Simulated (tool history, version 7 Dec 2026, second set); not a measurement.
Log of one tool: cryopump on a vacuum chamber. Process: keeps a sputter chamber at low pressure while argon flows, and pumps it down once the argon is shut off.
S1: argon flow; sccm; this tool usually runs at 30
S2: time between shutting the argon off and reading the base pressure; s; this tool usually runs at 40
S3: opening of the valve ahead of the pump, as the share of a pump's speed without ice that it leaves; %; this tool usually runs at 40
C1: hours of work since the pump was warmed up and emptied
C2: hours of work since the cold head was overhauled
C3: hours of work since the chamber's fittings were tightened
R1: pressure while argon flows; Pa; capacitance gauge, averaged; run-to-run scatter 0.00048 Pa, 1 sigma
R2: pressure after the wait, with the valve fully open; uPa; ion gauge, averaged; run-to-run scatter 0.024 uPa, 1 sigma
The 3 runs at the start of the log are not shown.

| run | hour | S1 | S2 | S3 | C1 | C2 | C3 | R1 | R2 |
|---|---|---|---|---|---|---|---|---|---|
|  | 36.2 | leaking fittings of the chamber tightened, without venting |
| 4 | 41.2 | 30 | 40 | 40 | 138 | 138 | 4 | 0.0638 | 1.34 |
| 5 | 56.5 | 30 | 40 | 40 | 151 | 151 | 17 | 0.0634 | 1.4 |
| 6 | 70.5 | 30 | 40 | 40 | 163 | 163 | 29 | 0.0642 | 1.37 |
| 7 | 82.9 | 30 | 94 | 40 | 173 | 173 | 40 | 0.064 | 0.67 |
| 8 | 96 | 30 | 94 | 40 | 184 | 184 | 51 | 0.0642 | 0.69 |
| 9 | 113.6 | 30 | 94 | 40 | 199 | 199 | 66 | 0.0645 | 0.74 |
| 10 | 122.2 | 30 | 56 | 40 | 206 | 206 | 73 | 0.0638 | 1.05 |
| 11 | 130.9 | 30 | 56 | 40 | 214 | 214 | 80 | 0.0645 | 1.07 |
| 12 | 148.9 | 30 | 56 | 40 | 229 | 229 | 96 | 0.0659 | 1.09 |
| 13 | 166.9 | 30 | 56 | 40 | 244 | 244 | 111 | 0.0648 | 1.08 |
| 14 | 179.6 | 30 | 56 | 40 | 255 | 255 | 122 | 0.0658 | 1.11 |
| 15 | 192.6 | 30 | 56 | 40 | 266 | 266 | 133 | 0.0669 | 1.09 |
| 16 | 205.3 | 30 | 56 | 40 | 277 | 277 | 144 | 0.0661 | 1.09 |
| 17 | 214.4 | 13 | 31 | 40 | 285 | 285 | 151 | 0.0276 | 1.82 |
| 18 | 226.4 | 56 | 31 | 26 | 295 | 295 | 162 | 0.1866 | 1.8 |
| 19 | 238 | 19 | 89 | 20 | 305 | 305 | 172 | 0.0809 | 0.77 |
| 20 | 250 | 19 | 89 | 20 | 315 | 315 | 182 | 0.0819 | 0.78 |
| 21 | 260.3 | 19 | 89 | 20 | 324 | 324 | 190 | 0.082 | 0.81 |
| 22 | 273.7 | 30 | 40 | 45 | 335 | 335 | 202 | 0.0611 | 1.46 |
| 23 | 281.7 | 30 | 252 | 17 | 342 | 342 | 209 | 0.1503 | 0.47 |
| 24 | 296.9 | 30 | 21 | 51 | 355 | 355 | 222 | 0.0539 | 2.48 |
| 25 | 308.2 | 30 | 278 | 51 | 365 | 365 | 231 | 0.0557 | 0.44 |
| 26 | 322.6 | 43 | 40 | 28 | 377 | 377 | 243 | 0.1356 | 1.45 |
| 27 | 337 | 43 | 40 | 28 | 389 | 389 | 256 | 0.1359 | 1.49 |

Run 28 has not been measured yet. What should we expect?
|  | 351.8 | pump warmed up, emptied and cooled again |
| 28 | 352.8 | 19 | 40 | 16 | 1 | 398 | 265 | ? | ? |

Run 28 produced R1 0.0968 Pa, R2 1.43 uPa.
Take away the tool's hidden state, keep the run-to-run variation as it was, and the same run would have given R1 0.0966 Pa, R2 1.35 uPa.
